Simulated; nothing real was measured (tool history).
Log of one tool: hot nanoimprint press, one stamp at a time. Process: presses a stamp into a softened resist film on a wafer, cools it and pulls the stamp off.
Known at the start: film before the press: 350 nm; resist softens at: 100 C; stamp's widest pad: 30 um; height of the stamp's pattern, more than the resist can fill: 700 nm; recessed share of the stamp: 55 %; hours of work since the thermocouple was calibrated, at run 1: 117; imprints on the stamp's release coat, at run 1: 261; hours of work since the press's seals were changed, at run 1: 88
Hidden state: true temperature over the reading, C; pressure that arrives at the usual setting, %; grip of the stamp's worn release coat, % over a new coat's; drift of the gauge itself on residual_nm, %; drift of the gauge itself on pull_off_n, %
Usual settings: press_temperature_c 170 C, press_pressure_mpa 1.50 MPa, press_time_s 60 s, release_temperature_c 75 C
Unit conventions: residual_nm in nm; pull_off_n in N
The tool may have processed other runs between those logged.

run	hour	press_temperature_c	press_pressure_mpa	press_time_s	release_temperature_c	hours of work since the thermocouple was calibrated	imprints on the stamp's release coat	hours of work since the press's seals were changed	residual_nm	pull_off_n
1	0.0	170	1.50	60	75	117	261	88	136.9	129
2	9.9	170	1.50	60	75	121	281	93	140.4	138
3	32.9	166	1.50	60	75	132	329	103	169.4	131
4	51.2	166	1.50	60	75	140	367	111	170.7	135
5	62.6	170	1.50	60	75	144	390	116	139.0	133
6	82.0	170	1.50	60	75	153	430	124	138.7	133
7	106.4	170	1.50	60	75	164	481	135	140.5	131
8	125.8	170	1.50	60	75	172	521	143	138.2	136
9	136.6	170	1.50	60	75	177	543	148	138.0	142
10	159.2	170	1.50	60	76	187	590	158	138.3	143
# hour 164.5: plate thermocouple calibrated
11	172.9	170	1.50	60	76	4	612	163	141.3	142
12	192.6	160	1.50	105	64	12	653	171	194.7	154
13	203.9	160	1.29	105	64	17	676	176	206.7	153
14	215.7	170	1.50	60	75	22	700	181	142.6	141
15	229.5	170	1.50	60	75	28	729	187	140.9	145
16	252.1	170	1.50	60	75	38	776	197	142.7	144
17	264.2	170	1.50	60	75	44	801	203	140.6	143

5 ways to go on from here, each from the tool as it stands after run 17. What would each give?
A	274.3	178	1.50	93	71	48	822	207	?	?
B	274.3	170	1.03	86	78	48	822	207	?	?
C	274.3	170	1.83	60	75	48	822	207	?	?
D	274.3	175	1.97	60	75	48	822	207	?	?
E	274.3	170	1.65	111	70	48	822	207	?	?

run	residual_nm	pull_off_n
A	75.4	153
B	142.1	143
C	130.7	149
D	95.0	146
E	105.2	157
The same runs, with their run-to-run variation unchanged, on a tool lacking any hidden condition would have given:
run	residual_nm	pull_off_n
A	72.0	127
B	136.0	119
C	124.7	124
D	90.6	122
E	100.1	131

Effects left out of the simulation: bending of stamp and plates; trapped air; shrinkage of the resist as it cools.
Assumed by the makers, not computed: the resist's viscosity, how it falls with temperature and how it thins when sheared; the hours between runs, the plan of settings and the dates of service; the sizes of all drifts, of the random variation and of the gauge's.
